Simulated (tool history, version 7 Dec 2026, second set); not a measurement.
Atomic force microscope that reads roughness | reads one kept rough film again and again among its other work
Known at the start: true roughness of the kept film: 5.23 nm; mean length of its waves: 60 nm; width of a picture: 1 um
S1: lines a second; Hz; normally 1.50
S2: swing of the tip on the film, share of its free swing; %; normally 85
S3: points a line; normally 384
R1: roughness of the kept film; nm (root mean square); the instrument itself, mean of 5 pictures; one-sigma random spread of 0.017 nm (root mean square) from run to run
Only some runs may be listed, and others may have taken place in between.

| run | hour | S1 | S2 | S3 | R1 |
|---|---|---|---|---|---|
| 1 | 0.0 | 1.50 | 85 | 384 | 3.909 |
|  | 43.9 | new tip fitted |
| 2 | 44.0 | 1.50 | 85 | 384 | 4.078 |
| 3 | 83.7 | 1.50 | 85 | 384 | 3.838 |
|  | 107.6 | new tip fitted |
| 4 | 128.0 | 1.50 | 85 | 384 | 3.937 |
| 5 | 150.7 | 1.50 | 85 | 384 | 3.786 |
|  | 171.2 | new tip fitted |
| 6 | 176.7 | 1.24 | 85 | 384 | 4.156 |
| 7 | 219.9 | 1.50 | 85 | 384 | 3.713 |
|  | 236.8 | new tip fitted |
| 8 | 247.3 | 1.50 | 90 | 619 | 3.829 |
| 9 | 277.1 | 1.50 | 57 | 715 | 4.409 |
|  | 302.0 | new tip fitted |
| 10 | 302.2 | 1.50 | 57 | 715 | 4.696 |
| 11 | 344.2 | 1.50 | 65 | 384 | 4.269 |
|  | 366.2 | new tip fitted |
| 12 | 382.8 | 1.50 | 82 | 720 | 4.057 |
| 13 | 416.6 | 1.50 | 82 | 720 | 3.813 |

Branching from run 13: 5 alternative next runs. What would each branch give?
|  | 430.8 | new tip fitted |
| A | 450.9 | 3.19 | 72 | 384 | ? |
|  | 430.8 | new tip fitted |
| B | 450.9 | 1.50 | 56 | 266 | ? |
|  | 430.8 | new tip fitted |
| C | 450.9 | 1.50 | 82 | 962 | ? |
|  | 430.8 | new tip fitted |
| D | 450.9 | 1.50 | 85 | 729 | ? |
|  | 430.8 | new tip fitted |
| E | 450.9 | 1.50 | 61 | 720 | ? |

| run | R1 |
|---|---|
| A | 3.862 |
| B | 4.559 |
| C | 4.028 |
| D | 3.941 |
| E | 4.506 |
With no hidden state in the tool, these same runs would have given:
| run | R1 |
|---|---|
| A | 4.027 |
| B | 4.754 |
| C | 4.200 |
| D | 4.110 |
| E | 4.698 |
